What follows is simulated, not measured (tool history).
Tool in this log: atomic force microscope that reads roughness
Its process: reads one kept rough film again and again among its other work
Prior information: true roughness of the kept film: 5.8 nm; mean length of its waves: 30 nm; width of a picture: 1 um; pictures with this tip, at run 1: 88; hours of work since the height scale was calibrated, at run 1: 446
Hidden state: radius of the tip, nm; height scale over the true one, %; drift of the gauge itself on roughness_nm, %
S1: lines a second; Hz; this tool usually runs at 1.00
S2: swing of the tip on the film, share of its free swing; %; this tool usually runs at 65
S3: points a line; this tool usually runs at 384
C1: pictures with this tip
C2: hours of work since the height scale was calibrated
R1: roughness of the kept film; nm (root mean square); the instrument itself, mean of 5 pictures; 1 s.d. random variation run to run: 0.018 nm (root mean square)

{"run": 1, "hour": 0.0, "S1": 1.0, "S2": 65, "S3": 384, "C1": 88, "C2": 446, "R1": 3.795}
{"hour": 28.3, "done": "new tip fitted"}
{"run": 2, "hour": 29.7, "S1": 1.0, "S2": 65, "S3": 384, "C1": 2, "C2": 466, "R1": 4.408}
{"run": 3, "hour": 45.6, "S1": 1.0, "S2": 65, "S3": 384, "C1": 29, "C2": 477, "R1": 4.204}
{"run": 4, "hour": 65.6, "S1": 1.0, "S2": 65, "S3": 384, "C1": 64, "C2": 491, "R1": 3.966}
{"run": 5, "hour": 94.1, "S1": 1.0, "S2": 65, "S3": 384, "C1": 113, "C2": 511, "R1": 3.699}
{"hour": 107.5, "done": "new tip fitted"}
{"run": 6, "hour": 120.8, "S1": 1.0, "S2": 65, "S3": 384, "C1": 23, "C2": 529, "R1": 4.254}
{"run": 7, "hour": 137.3, "S1": 1.0, "S2": 65, "S3": 384, "C1": 52, "C2": 540, "R1": 4.056}
{"run": 8, "hour": 165.9, "S1": 1.0, "S2": 65, "S3": 384, "C1": 101, "C2": 560, "R1": 3.797}
{"run": 9, "hour": 184.1, "S1": 1.0, "S2": 65, "S3": 384, "C1": 132, "C2": 572, "R1": 3.602}
{"hour": 186.4, "done": "new tip fitted"}
{"run": 10, "hour": 203.4, "S1": 1.0, "S2": 65, "S3": 303, "C1": 30, "C2": 585, "R1": 4.256}
{"run": 11, "hour": 228.8, "S1": 1.0, "S2": 65, "S3": 692, "C1": 73, "C2": 602, "R1": 4.02}
{"run": 12, "hour": 255.3, "S1": 0.99, "S2": 65, "S3": 384, "C1": 119, "C2": 620, "R1": 3.691}
{"hour": 264.3, "done": "new tip fitted"}
{"run": 13, "hour": 286.5, "S1": 0.85, "S2": 65, "S3": 384, "C1": 38, "C2": 642, "R1": 4.197}
{"run": 14, "hour": 300.2, "S1": 0.85, "S2": 65, "S3": 384, "C1": 61, "C2": 651, "R1": 4.059}
{"run": 15, "hour": 316.7, "S1": 0.85, "S2": 65, "S3": 384, "C1": 90, "C2": 662, "R1": 3.904}
{"run": 16, "hour": 341.3, "S1": 1.0, "S2": 65, "S3": 384, "C1": 132, "C2": 679, "R1": 3.649}
{"hour": 343.9, "done": "new tip fitted"}
{"run": 17, "hour": 364.6, "S1": 1.0, "S2": 65, "S3": 384, "C1": 36, "C2": 695, "R1": 4.168}
{"run": 18, "hour": 380.9, "S1": 1.0, "S2": 65, "S3": 801, "C1": 64, "C2": 706, "R1": 4.009}
{"run": 19, "hour": 405.4, "S1": 1.0, "S2": 65, "S3": 801, "C1": 106, "C2": 723, "R1": 3.87}
{"hour": 422.1, "done": "new tip fitted"}
{"run": 20, "hour": 432.0, "S1": 1.0, "S2": 65, "S3": 801, "C1": 17, "C2": 741, "R1": 4.417}
{"hour": 435.1, "done": "height scale calibrated on a step standard"}
{"run": 21, "hour": 449.6, "S1": 1.0, "S2": 60, "S3": 384, "C1": 46, "C2": 10, "R1": 4.216}
{"run": 22, "hour": 463.6, "S1": 1.0, "S2": 65, "S3": 384, "C1": 70, "C2": 20, "R1": 4.046}
{"run": 23, "hour": 480.6, "S1": 1.0, "S2": 65, "S3": 384, "C1": 99, "C2": 31, "R1": 3.858}
{"hour": 501.1, "done": "new tip fitted"}
{"run": 24, "hour": 501.1, "S1": 1.0, "S2": 65, "S3": 364, "C1": 0, "C2": 45, "R1": 4.512}
{"run": 25, "hour": 521.6, "S1": 3.1, "S2": 65, "S3": 364, "C1": 36, "C2": 59, "R1": 3.95}
{"run": 26, "hour": 553.2, "S1": 3.1, "S2": 65, "S3": 364, "C1": 90, "C2": 81, "R1": 3.604}
{"run": 27, "hour": 566.3, "S1": 3.77, "S2": 65, "S3": 364, "C1": 113, "C2": 90, "R1": 3.419}
{"hour": 580.3, "done": "new tip fitted"}
{"run": 28, "hour": 586.2, "S1": 1.35, "S2": 63, "S3": 364, "C1": 10, "C2": 103, "R1": 4.385}
{"hour": 603.2, "done": "height scale calibrated on a step standard, once more"}
{"run": 29, "hour": 605.6, "S1": 1.0, "S2": 75, "S3": 318, "C1": 42, "C2": 2, "R1": 3.983}
{"run": 30, "hour": 626.8, "S1": 2.09, "S2": 69, "S3": 306, "C1": 78, "C2": 16, "R1": 3.68}
{"run": 31, "hour": 641.2, "S1": 2.09, "S2": 69, "S3": 306, "C1": 103, "C2": 26, "R1": 3.573}
{"hour": 659.1, "done": "new tip fitted"}
{"run": 32, "hour": 672.4, "S1": 2.49, "S2": 72, "S3": 384, "C1": 23, "C2": 47, "R1": 3.846}
{"run": 33, "hour": 686.6, "S1": 0.58, "S2": 65, "S3": 752, "C1": 48, "C2": 57, "R1": 4.129}
{"run": 34, "hour": 708.8, "S1": 0.58, "S2": 65, "S3": 752, "C1": 86, "C2": 72, "R1": 3.906}
{"run": 35, "hour": 730.4, "S1": 1.41, "S2": 65, "S3": 863, "C1": 123, "C2": 87, "R1": 3.61}
{"hour": 737.5, "done": "new tip fitted"}
{"run": 36, "hour": 762.0, "S1": 3.61, "S2": 73, "S3": 271, "C1": 43, "C2": 108, "R1": 3.46}
{"run": 37, "hour": 786.9, "S1": 2.86, "S2": 63, "S3": 759, "C1": 86, "C2": 125, "R1": 3.612}
{"run": 38, "hour": 809.9, "S1": 2.86, "S2": 63, "S3": 759, "C1": 125, "C2": 141, "R1": 3.414}
{"hour": 815.1, "done": "new tip fitted"}
{"run": 39, "hour": 839.0, "S1": 0.96, "S2": 60, "S3": 265, "C1": 42, "C2": 161, "R1": 4.143}
{"run": 40, "hour": 862.2, "S1": 0.6, "S2": 62, "S3": 656, "C1": 81, "C2": 177, "R1": 3.962}
{"run": 41, "hour": 886.1, "S1": 1.31, "S2": 65, "S3": 279, "C1": 123, "C2": 193, "R1": 3.553}
{"hour": 893.7, "done": "new tip fitted"}
{"run": 42, "hour": 901.7, "S1": 1.38, "S2": 65, "S3": 279, "C1": 14, "C2": 203, "R1": 4.206}
{"run": 43, "hour": 914.9, "S1": 0.63, "S2": 83, "S3": 465, "C1": 36, "C2": 212, "R1": 4.057}
{"run": 44, "hour": 937.2, "S1": 3.55, "S2": 56, "S3": 574, "C1": 75, "C2": 228, "R1": 3.794}
{"run": 45, "hour": 955.7, "S1": 3.55, "S2": 56, "S3": 574, "C1": 107, "C2": 240, "R1": 3.621}
{"hour": 971.2, "done": "new tip fitted"}
{"run": 46, "hour": 982.6, "S1": 1.31, "S2": 65, "S3": 384, "C1": 19, "C2": 258, "R1": 4.216}
{"run": 47, "hour": 1012.3, "S1": 1.31, "S2": 65, "S3": 384, "C1": 70, "C2": 279, "R1": 3.939}
{"run": 48, "hour": 1025.2, "S1": 1.31, "S2": 65, "S3": 384, "C1": 93, "C2": 288, "R1": 3.794}
{"run": 49, "hour": 1047.3, "S1": 1.64, "S2": 77, "S3": 498, "C1": 131, "C2": 303, "R1": 3.362}
{"hour": 1049.4, "done": "new tip fitted"}
{"run": 50, "hour": 1078.8, "S1": 1.64, "S2": 77, "S3": 498, "C1": 51, "C2": 324, "R1": 3.774}
{"run": 51, "hour": 1108.1, "S1": 1.0, "S2": 71, "S3": 459, "C1": 102, "C2": 344, "R1": 3.709}
{"hour": 1127.3, "done": "new tip fitted"}
{"run": 52, "hour": 1127.3, "S1": 3.39, "S2": 71, "S3": 1005, "C1": 0, "C2": 357, "R1": 3.877}

Below are 3 alternative next runs, each starting from the tool's condition after run 52. Predict each:
{"run": "A", "hour": 1143.5, "S1": 0.81, "S2": 60, "S3": 1005, "C1": 28, "C2": 368, "R1": "?"}
{"run": "B", "hour": 1143.5, "S1": 0.6, "S2": 90, "S3": 1005, "C1": 28, "C2": 368, "R1": "?"}
{"run": "C", "hour": 1143.5, "S1": 0.52, "S2": 71, "S3": 573, "C1": 28, "C2": 368, "R1": "?"}

run=A R1=4.339
run=B R1=4.130
run=C R1=4.351
Stripped of hidden state, with their random variation kept, the same runs would have yielded:
run=A R1=4.497
run=B R1=4.281
run=C R1=4.510
